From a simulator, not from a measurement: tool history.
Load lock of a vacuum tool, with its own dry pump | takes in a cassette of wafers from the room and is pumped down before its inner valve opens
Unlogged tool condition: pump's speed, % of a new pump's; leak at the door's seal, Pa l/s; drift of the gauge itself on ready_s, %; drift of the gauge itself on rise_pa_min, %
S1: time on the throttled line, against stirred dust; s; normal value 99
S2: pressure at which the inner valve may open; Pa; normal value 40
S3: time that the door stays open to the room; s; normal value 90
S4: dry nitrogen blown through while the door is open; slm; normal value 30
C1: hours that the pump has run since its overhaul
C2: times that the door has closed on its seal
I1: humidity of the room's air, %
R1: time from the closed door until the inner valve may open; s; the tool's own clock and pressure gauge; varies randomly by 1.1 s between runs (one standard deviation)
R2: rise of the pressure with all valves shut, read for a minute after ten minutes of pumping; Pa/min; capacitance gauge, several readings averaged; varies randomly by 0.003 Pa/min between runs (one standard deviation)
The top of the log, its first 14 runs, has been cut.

| run | hour | S1 | S2 | S3 | S4 | C1 | C2 | I1 | R1 | R2 |
|---|---|---|---|---|---|---|---|---|---|---|
| 15 | 1335.1 | 99 | 40 | 90 | 30 | 7047 | 7945 | 43.0 | 182.7 | 0.012 |
| 16 | 1418.0 | 99 | 40 | 74 | 30 | 7130 | 8073 | 43.2 | 185.7 | 0.012 |
| 17 | 1502.7 | 99 | 77 | 90 | 30 | 7214 | 8204 | 46.1 | 174.2 | 0.016 |
| 18 | 1623.8 | 62 | 40 | 90 | 30 | 7336 | 8392 | 45.0 | 158.2 | 0.015 |
| 19 | 1729.6 | 61 | 68 | 152 | 30 | 7441 | 8556 | 43.5 | 148.2 | 0.020 |
| 20 | 1803.6 | 61 | 68 | 152 | 30 | 7515 | 8670 | 43.1 | 148.8 | 0.020 |
| 21 | 1909.3 | 61 | 68 | 152 | 30 | 7621 | 8834 | 44.4 | 149.0 | 0.021 |
| 22 | 2048.9 | 70 | 40 | 31 | 30 | 7761 | 9050 | 44.6 | 163.8 | 0.015 |
| 23 | 2184.8 | 99 | 40 | 90 | 5 | 7897 | 9261 | 43.7 | 184.2 | 0.023 |

Estimate the outcome of run 24 from the log above:
| 24 | 2283.9 | 109 | 77 | 206 | 29 | 7996 | 9415 | 46.8 | ? | ? |

{"run 24": {"R1": 180.7, "R2": 0.024}}
Minus the tool's unlogged condition, the same run would have read R1 180.7 s, R2 0.024 Pa/min.

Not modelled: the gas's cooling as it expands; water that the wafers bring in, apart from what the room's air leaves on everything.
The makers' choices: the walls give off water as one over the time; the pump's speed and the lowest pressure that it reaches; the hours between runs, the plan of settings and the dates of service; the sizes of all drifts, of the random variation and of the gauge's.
